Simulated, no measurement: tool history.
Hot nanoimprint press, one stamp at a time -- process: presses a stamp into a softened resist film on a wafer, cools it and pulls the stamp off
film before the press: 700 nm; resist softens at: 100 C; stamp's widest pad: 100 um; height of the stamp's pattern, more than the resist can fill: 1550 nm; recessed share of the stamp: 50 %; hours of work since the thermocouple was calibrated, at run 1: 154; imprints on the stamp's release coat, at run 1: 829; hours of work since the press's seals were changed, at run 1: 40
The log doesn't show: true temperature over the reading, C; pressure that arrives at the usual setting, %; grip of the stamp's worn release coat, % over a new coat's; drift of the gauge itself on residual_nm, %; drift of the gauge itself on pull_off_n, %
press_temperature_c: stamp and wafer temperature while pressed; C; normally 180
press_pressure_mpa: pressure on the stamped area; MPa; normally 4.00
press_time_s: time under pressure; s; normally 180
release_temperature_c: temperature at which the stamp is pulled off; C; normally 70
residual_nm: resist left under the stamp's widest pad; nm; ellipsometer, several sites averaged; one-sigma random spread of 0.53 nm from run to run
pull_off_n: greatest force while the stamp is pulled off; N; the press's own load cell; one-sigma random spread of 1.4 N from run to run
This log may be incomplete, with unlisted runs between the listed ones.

run   hour  press_temperature_c  press_pressure_mpa  press_time_s  release_temperature_c  hours of work since the thermocouple was calibrated  imprints on the stamp's release coat  hours of work since the press's seals were changed  residual_nm  pull_off_n
  1    0.0                  180                4.00           180                     70                                                  154                                   829                                                  40        292.6         205
  2   15.1                  180                4.00           180                     72                                                  161                                   873                                                  47        291.8         199
  3   28.1                  180                4.00           180                     70                                                  167                                   910                                                  53        293.3         204
  4   45.5                  180                4.00            91                     70                                                  174                                   960                                                  60        362.1         203
  5   62.0                  180                4.00            91                     70                                                  182                                  1008                                                  68        362.3         206
  6   84.6                  180                4.00            91                     70                                                  192                                  1073                                                  78        361.5         206
      99.4  -- stamp cleaned and given a new release coat
  7  103.4                  180                4.85           230                     70                                                  198                                    12                                                  84        239.6         189

Run 8 has not been measured yet. What should we expect?
  8  113.1                  169                4.90           204                     63                                                  202                                    40                                                  88            ?           ?

Run 8 came out at residual_nm 332.4 nm, pull_off_n 208 N.
Take away the tool's hidden state, keep the run-to-run variation as it was, and the same run would have given residual_nm 338.2 nm, pull_off_n 209 N.

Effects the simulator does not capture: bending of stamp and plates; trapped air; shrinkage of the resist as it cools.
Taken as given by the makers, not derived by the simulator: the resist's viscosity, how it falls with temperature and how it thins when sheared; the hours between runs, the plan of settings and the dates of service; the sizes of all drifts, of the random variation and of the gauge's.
